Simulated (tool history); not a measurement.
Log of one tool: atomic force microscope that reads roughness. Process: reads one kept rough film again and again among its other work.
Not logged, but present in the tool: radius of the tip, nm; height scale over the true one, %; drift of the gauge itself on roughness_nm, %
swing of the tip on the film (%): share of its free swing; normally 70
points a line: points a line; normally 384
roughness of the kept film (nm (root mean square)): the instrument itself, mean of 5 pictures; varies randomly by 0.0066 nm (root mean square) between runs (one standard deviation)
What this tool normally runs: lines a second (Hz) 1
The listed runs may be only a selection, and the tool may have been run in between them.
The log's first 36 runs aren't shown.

run,hour,lines a second (Hz),swing of the tip on the film (%),points a line,pictures with this tip,hours of work since the height scale was calibrated,roughness of the kept film (nm (root mean square))
37,1658.8,3.25,70,298,280,131,1.131
# hour 1687.9: new tip fitted
38,1710,1.27,70,384,29,153,1.266
# hour 1758.8: height scale calibrated on a step standard, once more
39,1760.2,3.4,70,384,93,1,1.144
40,1788.8,2.7,59,550,131,13,1.271
41,1833,2.7,59,550,189,33,1.265
42,1870.7,1.34,77,846,238,49,1.205
43,1915.1,3.94,65,292,296,69,1.157
# hour 1935: new tip fitted
44,1949.5,1,75,258,19,84,1.275
45,2006.2,2.67,70,476,94,109,1.194
46,2058.4,2.67,70,476,162,132,1.193
47,2124.2,3.19,55,800,248,161,1.27
# hour 2178.4: new tip fitted
48,2191.2,0.91,64,665,17,190,1.334
49,2232.3,3.83,58,665,71,208,1.254
50,2271.6,0.66,76,457,122,225,1.292
51,2319.2,0.56,73,637,185,246,1.308
52,2350.2,0.56,73,637,225,260,1.305
53,2406.8,0.56,73,637,299,285,1.289

3 options for the next run, each taken on its own from the tool as it stands now. Forecast them:
# hour 2425.8: new tip fitted
A,2472.3,1.3,73,579,60,314,?
# hour 2425.8: new tip fitted
B,2472.3,3.18,73,748,60,314,?
# hour 2425.8: new tip fitted
C,2472.3,1.58,73,637,60,314,?

run,roughness of the kept film (nm (root mean square))
A,1.273
B,1.157
C,1.255
Without the tool's hidden state the same runs would have given:
run,roughness of the kept film (nm (root mean square))
A,1.284
B,1.167
C,1.266
